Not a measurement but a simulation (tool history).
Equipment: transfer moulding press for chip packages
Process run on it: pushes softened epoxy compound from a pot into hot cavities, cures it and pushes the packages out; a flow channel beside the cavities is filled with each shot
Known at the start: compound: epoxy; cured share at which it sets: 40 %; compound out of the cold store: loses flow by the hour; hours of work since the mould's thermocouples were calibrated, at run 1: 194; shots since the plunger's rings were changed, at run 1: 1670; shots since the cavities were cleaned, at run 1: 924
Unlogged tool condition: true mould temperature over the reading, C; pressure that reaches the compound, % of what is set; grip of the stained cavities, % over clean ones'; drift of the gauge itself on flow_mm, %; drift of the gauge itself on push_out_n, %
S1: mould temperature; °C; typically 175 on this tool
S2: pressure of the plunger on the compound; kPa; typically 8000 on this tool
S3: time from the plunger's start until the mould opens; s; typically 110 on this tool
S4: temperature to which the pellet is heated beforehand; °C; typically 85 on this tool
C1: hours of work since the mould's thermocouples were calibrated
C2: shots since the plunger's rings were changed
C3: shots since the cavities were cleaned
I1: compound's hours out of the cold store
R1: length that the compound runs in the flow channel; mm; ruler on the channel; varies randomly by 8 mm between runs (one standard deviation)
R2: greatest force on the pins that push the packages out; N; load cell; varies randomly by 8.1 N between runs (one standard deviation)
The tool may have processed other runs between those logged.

run 1 hour=0 | S1=175 S2=8000 S3=110 S4=85 | C1=194 C2=1670 C3=924 | I1=15.1 | R1=922 R2=524
-- hour=11.1 cavities cleaned with cleaning compound and waxed
run 2 hour=31.6 | S1=175 S2=8000 S3=110 S4=85 | C1=212 C2=1968 C3=203 | I1=42.5 | R1=865 R2=582
run 3 hour=52.3 | S1=175 S2=8000 S3=110 S4=85 | C1=225 C2=2173 C3=408 | I1=31.6 | R1=882 R2=581
run 4 hour=75.7 | S1=175 S2=8000 S3=110 S4=85 | C1=239 C2=2405 C3=640 | I1=13.4 | R1=945 R2=567
-- hour=112.9 cavities cleaned with cleaning compound and waxed
run 5 hour=112.9 | S1=175 S2=8000 S3=110 S4=79 | C1=260 C2=2759 C3=0 | I1=34.7 | R1=869 R2=354
run 6 hour=147.8 | S1=175 S2=7000 S3=110 S4=85 | C1=281 C2=3106 C3=347 | I1=39.6 | R1=806 R2=430
run 7 hour=188.1 | S1=175 S2=7000 S3=110 S4=85 | C1=305 C2=3506 C3=747 | I1=42.5 | R1=809 R2=508
-- hour=216 cavities cleaned with cleaning compound and waxed
run 8 hour=227.2 | S1=175 S2=8000 S3=110 S4=85 | C1=327 C2=3878 C3=110 | I1=33.6 | R1=869 R2=404
run 9 hour=250.7 | S1=175 S2=8000 S3=110 S4=79 | C1=341 C2=4111 C3=343 | I1=13.1 | R1=913 R2=457
-- hour=258.1 cavities cleaned with cleaning compound and waxed, once more
run 10 hour=287.3 | S1=175 S2=8000 S3=110 S4=79 | C1=362 C2=4459 C3=290 | I1=14.9 | R1=900 R2=456
run 11 hour=314 | S1=175 S2=8000 S3=110 S4=79 | C1=378 C2=4724 C3=555 | I1=42.1 | R1=838 R2=486
run 12 hour=343.9 | S1=175 S2=8000 S3=110 S4=79 | C1=396 C2=5021 C3=852 | I1=36.7 | R1=847 R2=522
-- hour=361.2 cavities cleaned with cleaning compound and waxed
run 13 hour=376.1 | S1=175 S2=8000 S3=110 S4=79 | C1=414 C2=5325 C3=148 | I1=36.2 | R1=840 R2=394
run 14 hour=417.2 | S1=176 S2=8000 S3=110 S4=85 | C1=439 C2=5732 C3=555 | I1=13.7 | R1=881 R2=489
run 15 hour=434.7 | S1=171 S2=8010 S3=91 S4=82 | C1=449 C2=5906 C3=729 | I1=12.2 | R1=907 R2=866
run 16 hour=461.2 | S1=171 S2=8010 S3=91 S4=82 | C1=465 C2=6169 C3=992 | I1=42.3 | R1=831 R2=837

The next listed run, before its measurement:
-- hour=465.6 cavities cleaned with cleaning compound and waxed
run 17 hour=496.9 | S1=171 S2=8010 S3=91 S4=82 | C1=486 C2=6508 C3=310 | I1=45.6 | R1=? R2=?

R1: 831 mm
R2: 692 N
Without the tool's hidden state the same run would have given R1 887 mm, R2 535 N.
